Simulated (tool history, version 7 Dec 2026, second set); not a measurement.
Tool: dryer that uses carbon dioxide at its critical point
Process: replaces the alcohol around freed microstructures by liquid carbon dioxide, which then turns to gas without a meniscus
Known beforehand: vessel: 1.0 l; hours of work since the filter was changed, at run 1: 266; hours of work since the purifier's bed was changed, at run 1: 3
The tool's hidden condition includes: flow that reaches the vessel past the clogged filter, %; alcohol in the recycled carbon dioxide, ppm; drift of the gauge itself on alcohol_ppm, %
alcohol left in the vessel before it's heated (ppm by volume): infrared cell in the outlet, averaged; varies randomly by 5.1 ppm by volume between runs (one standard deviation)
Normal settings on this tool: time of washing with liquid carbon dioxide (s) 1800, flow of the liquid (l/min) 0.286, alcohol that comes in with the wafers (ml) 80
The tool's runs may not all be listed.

run   hour  time of washing with liquid carbon dioxide (s)  flow of the liquid (l/min)  alcohol that comes in with the wafers (ml)  hours of work since the filter was changed  hours of work since the purifier's bed was changed  alcohol left in the vessel before it's heated (ppm by volume)
  1    0.0                                            1800                       0.286                                          80                                         266                                                   3                                                             94
  2    6.7                                            1800                       0.286                                          80                                         270                                                   7                                                             92
  3   15.3                                            1800                       0.286                                          80                                         275                                                  12                                                            100
  4   23.4                                            1800                       0.286                                          80                                         280                                                  16                                                            110
  5   33.1                                            1800                       0.286                                          79                                         285                                                  22                                                             97
  6   43.1                                            1800                       0.286                                          80                                         291                                                  28                                                            102
  7   51.5                                            1800                       0.286                                          80                                         295                                                  32                                                            125
  8   60.3                                            1440                       0.286                                          80                                         300                                                  37                                                            387
  9   66.7                                            1800                       0.286                                          80                                         304                                                  41                                                            123
 10   75.7                                            1800                       0.202                                          80                                         309                                                  46                                                            649
 11   86.1                                            1800                       0.202                                          60                                         315                                                  52                                                            492
 12   95.1                                            1800                       0.286                                          80                                         320                                                  57                                                            134
 13  103.1                                            1800                       0.286                                          80                                         325                                                  62                                                            124
 14  108.1                                            1800                       0.366                                          80                                         328                                                  64                                                             46
 15  118.1                                            1800                       0.286                                          80                                         333                                                  70                                                            123
 16  123.9                                            1800                       0.466                                          80                                         337                                                  73                                                             31
 17  132.4                                            1800                       0.466                                          80                                         341                                                  78                                                             40
 18  138.6                                            1800                       0.462                                          80                                         345                                                  82                                                             41
 19  144.8                                            1140                       0.286                                          80                                         348                                                  85                                                           1251
 20  153.4                                            1140                       0.286                                          20                                         353                                                  90                                                            335
 21  160.5                                            1800                       0.286                                          95                                         357                                                  94                                                            172
 22  168.9                                            1680                       0.286                                          80                                         362                                                  99                                                            209
 23  178.1                                            1680                       0.286                                          80                                         367                                                 104                                                            221
 24  183.2                                            1680                       0.286                                          80                                         370                                                 107                                                            219
 25  192.4                                            1800                       0.286                                          33                                         375                                                 112                                                             90
     202.1  -- inlet filter changed
 26  203.3                                            1800                       0.286                                          33                                           1                                                 118                                                             68
 27  208.1                                            1680                       0.222                                          80                                           3                                                 121                                                            403
 28  218.0                                            1080                       0.222                                          80                                           9                                                 126                                                           2511
 29  222.2                                            1080                       0.222                                          80                                          11                                                 129                                                           2492
 30  228.5                                            1080                       0.222                                          46                                          15                                                 132                                                           1422
 31  237.5                                            2220                       0.277                                          36                                          20                                                 137                                                             56
 32  243.9                                            1140                       0.213                                          80                                          24                                                 141                                                           2435
 33  248.1                                            1140                       0.423                                          80                                          26                                                 143                                                            164
 34  254.9                                            1140                       0.423                                          80                                          30                                                 147                                                            153
 35  260.3                                            1140                       0.423                                          80                                          33                                                 150                                                            163
 36  266.0                                            1380                       0.192                                          31                                          36                                                 153                                                            719
 37  271.1                                            1620                       0.182                                          77                                          39                                                 156                                                           1106
 38  276.4                                            1560                       0.286                                          80                                          42                                                 159                                                            208
 39  283.6                                            2760                       0.286                                          80                                          46                                                 163                                                             62
 40  289.7                                            1800                       0.295                                          33                                          50                                                 167                                                             97
 41  295.1                                            1800                       0.295                                          33                                          53                                                 170                                                             96
 42  300.3                                            1200                       0.398                                          33                                          56                                                 173                                                            116
 43  307.0                                            1800                       0.188                                          80                                          59                                                 177                                                            658
 44  312.0                                            2040                       0.396                                          35                                          62                                                 180                                                             77
 45  322.6                                            1320                       0.269                                         113                                          68                                                 185                                                            809
 46  328.4                                            1320                       0.298                                          60                                          72                                                 189                                                            327
 47  337.0                                            1140                       0.201                                          80                                          77                                                 194                                                           3100

Each row is a separate what-if for the run after 47, all from the same tool condition, not one after another. Results?
  A  346.7                                            1620                       0.286                                          48                                          82                                                 199                                                              ?
  B  346.7                                            2580                       0.201                                          45                                          82                                                 199                                                              ?
  C  346.7                                            1740                       0.393                                          80                                          82                                                 199                                                              ?
  D  346.7                                            1200                       0.286                                          51                                          82                                                 199                                                              ?

run  alcohol left in the vessel before it's heated (ppm by volume)
  A                                                            161
  B                                                            100
  C                                                             98
  D                                                            495
What these runs would have given with no unlogged condition in the tool:
run  alcohol left in the vessel before it's heated (ppm by volume)
  A                                                             71
  B                                                             18
  C                                                             17
  D                                                            362

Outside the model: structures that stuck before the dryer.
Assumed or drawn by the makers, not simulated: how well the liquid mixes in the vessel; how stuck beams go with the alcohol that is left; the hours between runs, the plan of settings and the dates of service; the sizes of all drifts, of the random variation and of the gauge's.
